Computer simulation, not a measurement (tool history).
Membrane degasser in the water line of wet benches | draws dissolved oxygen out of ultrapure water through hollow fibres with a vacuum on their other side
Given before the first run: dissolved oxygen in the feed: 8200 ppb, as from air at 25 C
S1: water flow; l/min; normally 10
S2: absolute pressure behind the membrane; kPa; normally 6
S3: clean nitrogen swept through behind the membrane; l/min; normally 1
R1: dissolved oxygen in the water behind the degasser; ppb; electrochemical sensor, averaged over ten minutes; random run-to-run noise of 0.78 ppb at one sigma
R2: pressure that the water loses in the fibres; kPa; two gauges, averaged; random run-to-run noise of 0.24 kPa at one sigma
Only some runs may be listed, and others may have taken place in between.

| run | hour | S1 | S2 | S3 | R1 | R2 |
|---|---|---|---|---|---|---|
| 1 | 0 | 10 | 6 | 1 | 79.2 | 67.51 |
| 2 | 184.7 | 10 | 11.59 | 1 | 210.5 | 67.57 |
| 3 | 402.2 | 10 | 11.59 | 1 | 211.9 | 67.6 |
| 4 | 687.3 | 10 | 11.59 | 1 | 212.7 | 67.79 |
|  | 874.6 | seals of the vacuum lines changed |
| 5 | 957.4 | 10 | 11.59 | 1 | 205.4 | 68.07 |
| 6 | 1175.7 | 10 | 11.59 | 0.85 | 238.3 | 68.34 |
| 7 | 1427.9 | 10 | 11.59 | 0.85 | 245 | 68.29 |
| 8 | 1646.1 | 10 | 11.59 | 0.85 | 241.3 | 68.16 |
| 9 | 1885.7 | 10 | 11.59 | 0.85 | 236 | 68.02 |
| 10 | 2059.6 | 9 | 6 | 1 | 72 | 61.43 |
| 11 | 2337.6 | 9 | 6 | 1 | 72.7 | 62.02 |
| 12 | 2626.5 | 9 | 6 | 1 | 72.9 | 61.45 |
| 13 | 2829.7 | 9 | 6 | 1 | 75.6 | 61.98 |
| 14 | 2996.6 | 9 | 6 | 1 | 75.2 | 61.62 |
| 15 | 3152.4 | 7 | 10.98 | 1.74 | 84.7 | 48.24 |
| 16 | 3369.7 | 6 | 6.99 | 0.42 | 140.5 | 40.95 |
|  | 3574.8 | membrane cartridge changed |
| 17 | 3608.4 | 8 | 7.74 | 1.1 | 91.1 | 51.22 |
| 18 | 3851.8 | 9 | 13.53 | 0.74 | 307.9 | 57.53 |
| 19 | 4124.5 | 15 | 4.27 | 1.46 | 60.6 | 95.94 |
| 20 | 4268.1 | 15 | 4.27 | 1.46 | 61.5 | 96.25 |
| 21 | 4393.4 | 12 | 4.52 | 0.46 | 109 | 77.62 |
| 22 | 4622.7 | 10 | 4.37 | 1 | 45.1 | 63.89 |
| 23 | 4794.5 | 10 | 4.37 | 1 | 45.3 | 64.3 |
| 24 | 4967.6 | 6 | 6 | 1 | 51.2 | 38.55 |

Each row is a separate what-if for the run after 24, all from the same tool condition, not one after another. Results?
| A | 5166.8 | 15 | 4.05 | 0.48 | ? | ? |
| B | 5166.8 | 6 | 4.34 | 1 | ? | ? |
| C | 5166.8 | 9 | 5.69 | 1 | ? | ? |
| D | 5166.8 | 6 | 10.37 | 1.35 | ? | ? |
| E | 5166.8 | 13 | 5.15 | 1 | ? | ? |

| run | R1 | R2 |
|---|---|---|
| A | 111.9 | 96.65 |
| B | 25.9 | 38.81 |
| C | 69.6 | 58.68 |
| D | 88.7 | 38.66 |
| E | 90.3 | 83.93 |
With the hidden condition removed and each run's random variation left untouched, the same runs would have given:
| run | R1 | R2 |
|---|---|---|
| A | 79.1 | 95.67 |
| B | 17.3 | 38.42 |
| C | 56.7 | 58.09 |
| D | 77.9 | 38.27 |
| E | 73.4 | 83.08 |
